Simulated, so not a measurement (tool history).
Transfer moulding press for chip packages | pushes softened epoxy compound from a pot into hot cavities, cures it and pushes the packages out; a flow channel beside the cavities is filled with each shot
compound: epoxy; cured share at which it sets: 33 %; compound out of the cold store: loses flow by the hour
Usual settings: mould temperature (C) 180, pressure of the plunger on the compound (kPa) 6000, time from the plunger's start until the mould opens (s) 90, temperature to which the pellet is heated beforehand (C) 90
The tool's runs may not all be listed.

run	hour	mould temperature (C)	pressure of the plunger on the compound (kPa)	time from the plunger's start until the mould opens (s)	temperature to which the pellet is heated beforehand (C)	incoming compound's hours out of the cold store	length that the compound runs in the flow channel (mm)	greatest force on the pins that push the packages out (N)
1	0.0	180	6000	90	90	41.3	612	735
# hour 19.7: cavities cleaned with cleaning compound and waxed
2	26.3	180	6000	90	90	28.3	634	596
3	39.4	180	6000	88	90	21.2	650	761
4	68.4	180	6000	89	90	36.5	611	831
# hour 75.5: cavities cleaned with cleaning compound and waxed
5	92.6	180	6000	89	90	25.4	630	681
6	114.2	180	6000	90	90	8.4	658	797
# hour 131.0: cavities cleaned with cleaning compound and waxed
7	134.2	180	6000	90	90	19.4	631	594
# hour 143.2: plunger's sealing rings changed
8	157.5	180	6000	90	90	26.1	657	700
9	170.1	180	6000	90	90	14.7	692	755
# hour 189.8: cavities cleaned with cleaning compound and waxed
10	200.3	180	6000	90	90	12.1	692	638
11	226.2	179	6000	90	90	47.9	621	804
12	239.6	180	6000	90	90	11.6	684	817
# hour 244.1: cavities cleaned with cleaning compound and waxed
13	267.3	180	6000	95	90	37.9	630	673
14	287.2	180	6000	90	88	37.6	626	791
# hour 299.4: cavities cleaned with cleaning compound and waxed
15	305.2	181	6710	123	91	32.1	664	482
16	327.7	180	6710	90	85	12.0	711	779
17	349.0	186	6000	71	90	10.1	662	913
# hour 355.0: cavities cleaned with cleaning compound and waxed
18	372.4	186	6000	71	90	25.2	628	723
19	401.7	176	6000	71	88	10.6	679	1905
# hour 409.2: cavities cleaned with cleaning compound and waxed
20	423.3	180	5420	90	96	36.3	586	598
21	436.4	180	6780	122	96	47.2	630	588
22	455.8	180	4670	122	93	46.0	515	669
# hour 466.0: cavities cleaned with cleaning compound and waxed
# hour 487.3: mould's thermocouples calibrated
23	487.3	185	6000	86	90	44.0	580	606
# hour 492.9: plunger's sealing rings changed
24	516.8	187	4610	82	98	13.1	595	680
# hour 525.1: cavities cleaned with cleaning compound and waxed
25	543.0	187	4610	82	98	40.1	542	585
26	558.5	184	6000	90	90	21.2	659	676
# hour 581.8: cavities cleaned with cleaning compound and waxed
27	591.1	180	5920	90	90	21.3	660	629
28	621.3	184	5990	90	92	45.2	608	673

Forecast each of these 4 alternatives for the next run:
# hour 638.1: cavities cleaned with cleaning compound and waxed
A	642.0	183	5990	104	92	13.8	?	?
# hour 638.1: cavities cleaned with cleaning compound and waxed
B	642.0	186	6000	101	88	36.7	?	?
# hour 638.1: cavities cleaned with cleaning compound and waxed
C	642.0	181	5230	89	90	36.6	?	?
# hour 638.1: cavities cleaned with cleaning compound and waxed
D	642.0	180	6040	90	90	10.4	?	?

run	length that the compound runs in the flow channel (mm)	greatest force on the pins that push the packages out (N)
A	662	477
B	621	460
C	588	555
D	691	598
Without the tool's hidden state the same runs would have given:
run	length that the compound runs in the flow channel (mm)	greatest force on the pins that push the packages out (N)
A	682	442
B	641	427
C	607	512
D	712	553
